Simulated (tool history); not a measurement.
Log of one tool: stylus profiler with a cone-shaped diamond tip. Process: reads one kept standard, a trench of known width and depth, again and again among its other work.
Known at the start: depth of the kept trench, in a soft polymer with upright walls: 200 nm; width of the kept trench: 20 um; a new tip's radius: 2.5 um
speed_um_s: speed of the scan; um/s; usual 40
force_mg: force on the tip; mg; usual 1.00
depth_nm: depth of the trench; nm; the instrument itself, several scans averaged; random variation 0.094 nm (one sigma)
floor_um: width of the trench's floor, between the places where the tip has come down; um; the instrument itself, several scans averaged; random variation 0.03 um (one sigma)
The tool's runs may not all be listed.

| run | hour | speed_um_s | force_mg | depth_nm | floor_um |
|---|---|---|---|---|---|
| 1 | 0.0 | 40 | 1.00 | 200.84 | 17.79 |
| 2 | 21.4 | 40 | 1.00 | 200.99 | 17.79 |
| 3 | 38.9 | 40 | 1.00 | 200.91 | 17.81 |
| 4 | 63.2 | 40 | 1.00 | 201.01 | 17.76 |
| 5 | 78.1 | 40 | 1.00 | 201.13 | 17.77 |
| 6 | 92.5 | 40 | 1.00 | 201.00 | 17.74 |
| 7 | 105.2 | 40 | 2.43 | 201.72 | 17.86 |
| 8 | 117.8 | 40 | 2.43 | 201.56 | 17.86 |
| 9 | 141.4 | 40 | 2.43 | 201.84 | 17.87 |
| 10 | 153.8 | 40 | 0.39 | 200.57 | 17.76 |
| 11 | 164.3 | 40 | 0.39 | 200.48 | 17.68 |
| 12 | 178.8 | 40 | 0.39 | 200.61 | 17.64 |
| 13 | 198.9 | 40 | 1.00 | 201.23 | 17.75 |
| 14 | 217.8 | 40 | 1.00 | 201.03 | 17.78 |
| 15 | 240.7 | 40 | 1.00 | 201.16 | 17.67 |
| 16 | 260.3 | 40 | 1.44 | 201.35 | 17.78 |
| 17 | 272.3 | 40 | 1.44 | 201.34 | 17.73 |
| 18 | 294.9 | 14 | 1.00 | 201.04 | 17.87 |
| 19 | 306.7 | 14 | 1.00 | 201.11 | 17.81 |
| 20 | 322.2 | 11 | 0.86 | 201.09 | 17.83 |
| 21 | 337.8 | 19 | 2.27 | 201.91 | 17.85 |
| 22 | 357.9 | 19 | 2.27 | 201.98 | 17.82 |
| 23 | 372.8 | 40 | 0.94 | 201.09 | 17.73 |
| 24 | 394.5 | 40 | 0.94 | 201.16 | 17.72 |
| 25 | 418.4 | 76 | 0.88 | 201.11 | 17.51 |
|  | 419.9 | height scale calibrated on a step standard |
| 26 | 437.6 | 21 | 2.80 | 202.28 | 17.81 |
| 27 | 453.9 | 19 | 0.72 | 201.13 | 17.76 |
| 28 | 469.7 | 40 | 0.41 | 201.14 | 17.64 |
| 29 | 479.7 | 40 | 0.41 | 201.03 | 17.63 |
| 30 | 492.7 | 40 | 0.41 | 200.86 | 17.63 |
|  | 505.3 | height scale calibrated on a step standard, once more |
| 31 | 509.5 | 40 | 0.41 | 200.45 | 17.59 |
| 32 | 532.0 | 40 | 1.58 | 201.30 | 17.74 |
| 33 | 543.3 | 152 | 0.36 | 200.44 | 16.94 |
| 34 | 567.4 | 152 | 0.36 | 200.49 | 16.90 |
| 35 | 583.9 | 152 | 0.36 | 200.43 | 16.85 |
| 36 | 601.9 | 22 | 1.57 | 201.20 | 17.79 |
| 37 | 618.3 | 40 | 1.49 | 201.29 | 17.68 |
| 38 | 628.3 | 52 | 2.05 | 201.34 | 17.72 |

The same runs without the tool's hidden state, with the same run-to-run variation:
The hidden state here: radius of the tip, um; height scale over the true one, %; drift of the gauge itself on depth_nm, %; drift of the gauge itself on floor_um, %.
| run | depth_nm | floor_um |
|---|---|---|
| 1 | 200.78 | 17.87 |
| 2 | 200.92 | 17.88 |
| 3 | 200.84 | 17.90 |
| 4 | 200.92 | 17.85 |
| 5 | 201.03 | 17.87 |
| 6 | 200.90 | 17.84 |
| 7 | 201.62 | 17.96 |
| 8 | 201.45 | 17.96 |
| 9 | 201.72 | 17.98 |
| 10 | 200.44 | 17.88 |
| 11 | 200.34 | 17.79 |
| 12 | 200.48 | 17.76 |
| 13 | 201.09 | 17.88 |
| 14 | 200.88 | 17.90 |
| 15 | 201.00 | 17.80 |
| 16 | 201.19 | 17.91 |
| 17 | 201.17 | 17.87 |
| 18 | 200.86 | 18.01 |
| 19 | 200.92 | 17.95 |
| 20 | 200.90 | 17.98 |
| 21 | 201.71 | 18.01 |
| 22 | 201.77 | 17.97 |
| 23 | 200.87 | 17.89 |
| 24 | 200.94 | 17.88 |
| 25 | 200.88 | 17.68 |
| 26 | 201.91 | 17.98 |
| 27 | 200.75 | 17.94 |
| 28 | 200.76 | 17.82 |
| 29 | 200.64 | 17.81 |
| 30 | 200.47 | 17.81 |
| 31 | 200.47 | 17.78 |
| 32 | 201.31 | 17.93 |
| 33 | 200.45 | 17.14 |
| 34 | 200.49 | 17.10 |
| 35 | 200.42 | 17.06 |
| 36 | 201.18 | 17.99 |
| 37 | 201.27 | 17.89 |
| 38 | 201.31 | 17.93 |
